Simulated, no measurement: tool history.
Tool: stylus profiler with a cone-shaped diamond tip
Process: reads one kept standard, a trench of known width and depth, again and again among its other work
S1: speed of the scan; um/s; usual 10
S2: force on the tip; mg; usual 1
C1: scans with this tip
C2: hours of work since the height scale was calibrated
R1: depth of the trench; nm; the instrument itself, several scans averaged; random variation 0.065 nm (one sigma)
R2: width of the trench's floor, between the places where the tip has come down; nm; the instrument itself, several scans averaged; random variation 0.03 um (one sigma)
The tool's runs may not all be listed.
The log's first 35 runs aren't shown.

run	day	S1	S2	C1	C2	R1	R2
36	29.221	3	0.64	6493	192	200.53	47830
37	29.912	3	0.64	6582	203	200.57	47790
38	30.804	30	1.26	6695	216	201.01	47690
39	31.858	16	0.74	6830	233	200.68	47700
40	32.779	3	0.38	6947	247	200.41	47810
41	33.679	3	0.38	7062	260	200.4	47790
42	34.321	16	0.83	7144	270	200.64	47770
43	35.338	13	2.83	7274	286	201.95	47780
44	36.362	19	0.99	7405	302	200.73	47670
45	37.579	3	0.92	7560	320	200.75	47770
46	38.654	36	1	7697	337	200.75	47670

3 ways to go on from here, each from the tool as it stands after run 46. What would each give?
A	39.762	11	0.41	7839	354	?	?
B	39.762	13	1	7839	354	?	?
C	39.762	33	2.8	7839	354	?	?

run	R1	R2
A	200.31	47630
B	200.8	47780
C	201.82	47690
Without the tool's hidden state the same runs would have given:
run	R1	R2
A	200.6	47900
B	201.1	48040
C	202.12	47950
